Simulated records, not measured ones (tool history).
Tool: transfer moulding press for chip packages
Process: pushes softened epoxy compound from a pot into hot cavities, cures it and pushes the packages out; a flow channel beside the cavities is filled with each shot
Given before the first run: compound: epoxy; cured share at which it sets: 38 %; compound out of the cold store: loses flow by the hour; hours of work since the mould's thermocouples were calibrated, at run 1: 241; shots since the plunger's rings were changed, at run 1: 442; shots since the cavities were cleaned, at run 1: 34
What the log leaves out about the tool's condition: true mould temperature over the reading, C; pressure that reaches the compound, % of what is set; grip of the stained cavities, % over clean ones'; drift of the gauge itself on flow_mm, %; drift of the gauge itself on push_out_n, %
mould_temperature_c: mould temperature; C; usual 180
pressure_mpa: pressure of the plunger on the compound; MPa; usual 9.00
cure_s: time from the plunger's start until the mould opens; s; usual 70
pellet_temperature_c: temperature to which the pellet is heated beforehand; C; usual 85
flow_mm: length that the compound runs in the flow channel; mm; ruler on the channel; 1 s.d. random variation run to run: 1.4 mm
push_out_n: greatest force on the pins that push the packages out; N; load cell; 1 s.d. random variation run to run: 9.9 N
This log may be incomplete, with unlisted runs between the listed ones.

run,day,mould_temperature_c,pressure_mpa,cure_s,pellet_temperature_c,hours of work since the mould's thermocouples were calibrated,shots since the plunger's rings were changed,shots since the cavities were cleaned,incoming compound's hours out of the cold store,flow_mm,push_out_n
1,0.000,180,9.00,70,85,241,442,34,21.9,557,480
2,0.804,180,9.00,70,85,251,662,254,37.8,525,553
3,1.392,180,9.00,70,85,259,822,414,42.9,516,588
# day 1.958: cavities cleaned with cleaning compound and waxed
4,2.167,180,8.56,70,85,268,1016,57,33.9,517,464
5,2.750,180,8.76,70,85,275,1175,216,29.3,530,558
6,3.504,180,9.00,70,85,284,1381,422,30.6,533,643
# day 4.058: cavities cleaned with cleaning compound and waxed
7,4.158,180,9.00,70,85,292,1543,28,20.0,554,500
8,5.112,180,9.00,70,85,304,1802,287,41.4,513,577
# day 6.117: cavities cleaned with cleaning compound and waxed
9,6.238,180,9.00,70,85,317,2092,33,44.6,505,430
10,6.721,180,9.00,70,75,323,2224,165,29.2,531,571
11,7.792,180,9.00,70,75,337,2516,457,14.7,562,722
# day 8.175: cavities cleaned with cleaning compound and waxed
12,8.900,180,9.00,70,75,350,2801,198,45.5,499,547
13,9.888,180,9.00,70,75,362,3071,468,42.6,505,664
# day 10.262: cavities cleaned with cleaning compound and waxed
# day 10.521: plunger's sealing rings changed
14,11.012,180,9.00,70,75,375,135,176,40.3,527,566
15,12.138,178,7.50,102,78,389,442,483,41.2,483,344
# day 12.492: cavities cleaned with cleaning compound and waxed
16,13.204,178,7.50,102,78,401,715,194,16.1,527,304
17,13.879,178,7.50,102,78,410,900,379,31.7,494,330
# day 14.571: cavities cleaned with cleaning compound and waxed
18,14.588,174,9.14,71,83,418,1075,4,23.6,572,675
19,15.404,180,10.13,73,80,428,1299,228,45.8,540,491
20,16.162,180,6.82,71,95,438,1506,435,15.1,491,622
# day 16.671: cavities cleaned with cleaning compound and waxed
21,17.346,180,6.82,71,95,452,1811,184,21.5,477,506
22,18.312,184,6.82,71,89,464,2075,448,34.8,447,461
# day 18.738: cavities cleaned with cleaning compound and waxed
23,19.412,184,6.82,71,89,477,2358,184,47.9,426,372
24,20.154,184,6.82,71,89,487,2560,386,13.2,479,478
25,20.658,184,6.82,71,89,493,2697,523,29.8,453,471
# day 20.842: cavities cleaned with cleaning compound and waxed
26,21.454,184,6.82,71,89,502,2897,167,11.4,481,405
27,22.188,187,7.19,71,93,511,3097,367,47.9,426,376

Had the tool no unlogged condition, and each run kept its random variation, what would the results have been?
run,flow_mm,push_out_n
1,561,451
2,530,417
3,522,401
4,524,413
5,538,425
6,542,429
7,565,450
8,524,416
9,518,401
10,545,461
11,579,482
12,516,423
13,524,432
14,528,445
15,486,225
16,531,240
17,499,231
18,579,653
19,548,375
20,500,413
21,487,397
22,458,306
23,438,293
24,494,330
25,467,298
26,498,319
27,442,262

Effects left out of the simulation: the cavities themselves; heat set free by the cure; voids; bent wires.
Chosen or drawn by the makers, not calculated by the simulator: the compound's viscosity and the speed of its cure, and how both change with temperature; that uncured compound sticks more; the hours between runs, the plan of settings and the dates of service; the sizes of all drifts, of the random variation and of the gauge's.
